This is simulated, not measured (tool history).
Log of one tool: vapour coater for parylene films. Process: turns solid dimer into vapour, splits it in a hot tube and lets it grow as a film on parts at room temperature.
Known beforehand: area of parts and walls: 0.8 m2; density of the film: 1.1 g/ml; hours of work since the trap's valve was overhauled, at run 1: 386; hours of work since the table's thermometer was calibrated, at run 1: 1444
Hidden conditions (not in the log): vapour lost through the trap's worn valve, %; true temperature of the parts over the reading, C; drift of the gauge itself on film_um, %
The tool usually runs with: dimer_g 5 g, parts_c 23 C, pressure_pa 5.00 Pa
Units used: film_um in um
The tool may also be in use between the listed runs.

run	hour	dimer_g	parts_c	pressure_pa	hours of work since the trap's valve was overhauled	hours of work since the table's thermometer was calibrated	film_um
1	0.0	5	23	5.00	386	1444	3.06
2	56.2	5	23	5.00	417	1476	3.10
3	117.6	5	24	5.00	452	1510	2.98
4	170.1	5	24	5.00	481	1540	2.98
5	218.2	2	23	5.00	508	1567	1.21
6	260.1	2	23	5.00	532	1590	1.16
7	310.3	7	23	5.00	560	1618	4.24
8	359.0	7	23	5.00	588	1646	4.19
9	425.8	7	23	5.00	625	1683	4.11
10	496.1	4	23	5.00	665	1723	2.37
# hour 515.3: trap's valve overhauled
11	586.0	4	23	5.00	40	1771	2.27
# hour 592.7: table's thermometer calibrated
12	669.2	5	23	5.00	86	43	2.79
# hour 698.1: trap's valve overhauled, once more
13	756.7	4	23	5.00	33	90	2.58
14	836.5	5	23	5.00	78	135	3.16
15	923.0	5	23	5.00	126	183	3.17
16	964.1	5	23	5.00	150	207	3.18
17	1000.3	5	35	5.00	170	227	2.59
18	1050.2	5	35	5.00	198	255	2.61
19	1109.5	5	35	5.00	231	288	2.55
20	1155.7	5	23	5.00	257	314	3.08
21	1230.8	2	33	5.20	299	356	1.06
22	1302.9	2	21	5.20	340	397	1.24
23	1386.4	3	23	2.87	387	444	2.08
24	1441.6	3	32	9.03	418	475	1.38
25	1493.2	5	18	6.00	447	504	3.17
26	1567.6	5	18	6.00	489	546	3.04
27	1617.0	3	23	4.12	516	573	1.84
28	1666.3	8	23	9.97	544	601	4.10
29	1730.7	3	23	11.14	580	637	1.47
30	1804.2	5	17	5.67	622	679	3.14
31	1854.1	5	25	8.76	650	707	2.52
32	1894.4	7	23	9.28	672	729	3.54
# hour 1903.9: trap's valve overhauled
33	1952.8	7	23	9.28	28	760	3.96
34	2037.9	5	23	7.17	75	808	3.00
35	2079.1	5	23	7.17	98	831	2.93
36	2148.0	5	23	10.83	137	870	2.65
37	2193.2	5	34	7.91	163	895	2.43
38	2268.5	4	18	10.12	205	937	2.32
39	2319.7	2	15	5.38	234	966	1.41

For some of the steps in film_um from one run to the next: how much would appear even if the tool had no hidden state, given the settings, what came in and random variation, and how much remains for the hidden state plus any gauge scatter that the measured result and the result without hidden state don't share?
Run 6 -> 7: dimer_g 2 -> 7. film_um +3.08 um: hidden state -0.25, all else +3.33.
Run 12 -> 13: dimer_g 5 -> 4, trap's valve overhauled, once more. film_um -0.21 um: hidden state +0.43, all else -0.64.
Run 27 -> 28: dimer_g 3 -> 8, pressure_pa 4.12 -> 9.97. film_um +2.26 um: hidden state -0.21, all else +2.47.
Run 28 -> 29: dimer_g 8 -> 3, pressure_pa 9.97 -> 11.14. film_um -2.63 um: hidden state +0.22, all else -2.85.
Run 32 -> 33: trap's valve overhauled. film_um +0.42 um: hidden state +0.42, all else +0.00.

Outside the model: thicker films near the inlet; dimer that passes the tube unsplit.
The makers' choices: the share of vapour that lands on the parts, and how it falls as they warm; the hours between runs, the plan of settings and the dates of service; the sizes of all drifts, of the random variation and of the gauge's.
